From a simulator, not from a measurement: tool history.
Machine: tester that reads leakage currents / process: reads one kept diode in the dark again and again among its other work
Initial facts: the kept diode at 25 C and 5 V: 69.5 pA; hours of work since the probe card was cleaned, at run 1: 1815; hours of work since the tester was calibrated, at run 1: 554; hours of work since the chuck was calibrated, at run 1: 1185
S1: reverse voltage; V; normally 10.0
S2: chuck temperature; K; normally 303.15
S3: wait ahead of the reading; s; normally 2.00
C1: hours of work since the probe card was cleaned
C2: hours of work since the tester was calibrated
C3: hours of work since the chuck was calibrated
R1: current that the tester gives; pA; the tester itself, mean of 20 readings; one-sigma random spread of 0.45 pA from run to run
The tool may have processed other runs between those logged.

{"run": 1, "day": 0.0, "S1": 10.0, "S2": 303.15, "S3": 2.0, "C1": 1815, "C2": 554, "C3": 1185, "R1": 137.71}
{"run": 2, "day": 2.458, "S1": 10.0, "S2": 303.15, "S3": 2.0, "C1": 1849, "C2": 588, "C3": 1219, "R1": 136.88}
{"run": 3, "day": 5.388, "S1": 10.0, "S2": 303.15, "S3": 2.0, "C1": 1889, "C2": 629, "C3": 1259, "R1": 136.06}
{"run": 4, "day": 7.829, "S1": 10.0, "S2": 303.15, "S3": 2.0, "C1": 1923, "C2": 663, "C3": 1293, "R1": 135.37}
{"run": 5, "day": 10.529, "S1": 10.0, "S2": 303.15, "S3": 2.0, "C1": 1961, "C2": 700, "C3": 1330, "R1": 136.24}
{"run": 6, "day": 12.75, "S1": 10.0, "S2": 303.15, "S3": 2.0, "C1": 1991, "C2": 731, "C3": 1361, "R1": 135.31}
{"run": 7, "day": 15.279, "S1": 10.0, "S2": 303.15, "S3": 0.56, "C1": 2027, "C2": 766, "C3": 1396, "R1": 137.81}
{"run": 8, "day": 17.304, "S1": 10.0, "S2": 303.15, "S3": 2.0, "C1": 2055, "C2": 794, "C3": 1424, "R1": 134.88}
{"run": 9, "day": 20.317, "S1": 10.0, "S2": 303.15, "S3": 2.0, "C1": 2096, "C2": 836, "C3": 1466, "R1": 134.74}
{"run": 10, "day": 22.4, "S1": 10.0, "S2": 303.15, "S3": 2.0, "C1": 2125, "C2": 865, "C3": 1495, "R1": 134.26}
{"run": 11, "day": 23.883, "S1": 10.0, "S2": 303.15, "S3": 2.0, "C1": 2146, "C2": 885, "C3": 1516, "R1": 135.09}
{"run": 12, "day": 26.75, "S1": 10.0, "S2": 303.15, "S3": 2.0, "C1": 2186, "C2": 925, "C3": 1555, "R1": 133.44}
{"run": 13, "day": 28.462, "S1": 10.0, "S2": 303.15, "S3": 0.87, "C1": 2209, "C2": 949, "C3": 1579, "R1": 134.52}
{"run": 14, "day": 30.754, "S1": 10.0, "S2": 303.15, "S3": 0.87, "C1": 2241, "C2": 981, "C3": 1611, "R1": 134.25}
{"run": 15, "day": 33.296, "S1": 10.0, "S2": 303.15, "S3": 2.0, "C1": 2276, "C2": 1016, "C3": 1646, "R1": 132.45}
{"run": 16, "day": 35.621, "S1": 10.0, "S2": 303.15, "S3": 2.0, "C1": 2309, "C2": 1048, "C3": 1678, "R1": 132.16}
{"run": 17, "day": 37.738, "S1": 16.2, "S2": 326.15, "S3": 8.01, "C1": 2338, "C2": 1077, "C3": 1708, "R1": 925.7}
{"run": 18, "day": 40.229, "S1": 1.0, "S2": 294.15, "S3": 0.68, "C1": 2372, "C2": 1112, "C3": 1742, "R1": 19.26}
{"run": 19, "day": 42.408, "S1": 5.1, "S2": 293.15, "S3": 0.68, "C1": 2403, "C2": 1142, "C3": 1772, "R1": 42.89}
{"run": 20, "day": 45.038, "S1": 5.1, "S2": 293.15, "S3": 0.68, "C1": 2439, "C2": 1179, "C3": 1809, "R1": 42.69}
{"run": 21, "day": 47.783, "S1": 2.0, "S2": 302.15, "S3": 0.68, "C1": 2477, "C2": 1217, "C3": 1847, "R1": 52.72}
{"day": 48.112, "done": "tester calibrated"}
{"run": 22, "day": 49.912, "S1": 3.7, "S2": 303.15, "S3": 1.28, "C1": 2505, "C2": 25, "C3": 1875, "R1": 77.68}
{"run": 23, "day": 51.675, "S1": 5.0, "S2": 293.15, "S3": 0.42, "C1": 2530, "C2": 49, "C3": 1900, "R1": 43.02}
{"run": 24, "day": 53.196, "S1": 18.0, "S2": 298.15, "S3": 5.29, "C1": 2551, "C2": 70, "C3": 1921, "R1": 122.14}
{"run": 25, "day": 54.454, "S1": 1.5, "S2": 303.15, "S3": 3.89, "C1": 2568, "C2": 88, "C3": 1938, "R1": 48.44}
{"run": 26, "day": 55.946, "S1": 1.4, "S2": 315.15, "S3": 0.54, "C1": 2589, "C2": 109, "C3": 1959, "R1": 119.87}
{"run": 27, "day": 57.488, "S1": 2.5, "S2": 315.15, "S3": 2.18, "C1": 2610, "C2": 130, "C3": 1980, "R1": 159.1}
{"run": 28, "day": 59.262, "S1": 10.0, "S2": 315.15, "S3": 0.84, "C1": 2635, "C2": 155, "C3": 2005, "R1": 323.49}
{"day": 61.954, "done": "tester calibrated, once more"}
{"run": 29, "day": 62.008, "S1": 10.0, "S2": 315.15, "S3": 0.84, "C1": 2672, "C2": 1, "C3": 2042, "R1": 322.51}
{"run": 30, "day": 65.0, "S1": 10.0, "S2": 315.15, "S3": 0.84, "C1": 2713, "C2": 42, "C3": 2083, "R1": 321.64}
{"run": 31, "day": 66.35, "S1": 10.0, "S2": 315.15, "S3": 0.84, "C1": 2732, "C2": 61, "C3": 2102, "R1": 322.27}

What if the next run were any one of these 5? Each begins from the tool's condition after run 31:
{"run": "A", "day": 67.75, "S1": 10.0, "S2": 317.15, "S3": 0.31, "C1": 2752, "C2": 80, "C3": 2121, "R1": "?"}
{"run": "B", "day": 67.75, "S1": 4.6, "S2": 302.15, "S3": 2.92, "C1": 2752, "C2": 80, "C3": 2121, "R1": "?"}
{"run": "C", "day": 67.75, "S1": 12.2, "S2": 303.15, "S3": 2.0, "C1": 2752, "C2": 80, "C3": 2121, "R1": "?"}
{"run": "D", "day": 67.75, "S1": 5.0, "S2": 297.15, "S3": 5.83, "C1": 2752, "C2": 80, "C3": 2121, "R1": "?"}
{"run": "E", "day": 67.75, "S1": 2.9, "S2": 318.15, "S3": 0.84, "C1": 2752, "C2": 80, "C3": 2121, "R1": "?"}

run=A R1=376.46
run=B R1=78.98
run=C R1=143.37
run=D R1=55.66
run=E R1=213.56
What these runs would have given with no unlogged condition in the tool:
run=A R1=446.07
run=B R1=93.10
run=C R1=164.71
run=D R1=64.27
run=E R1=256.15

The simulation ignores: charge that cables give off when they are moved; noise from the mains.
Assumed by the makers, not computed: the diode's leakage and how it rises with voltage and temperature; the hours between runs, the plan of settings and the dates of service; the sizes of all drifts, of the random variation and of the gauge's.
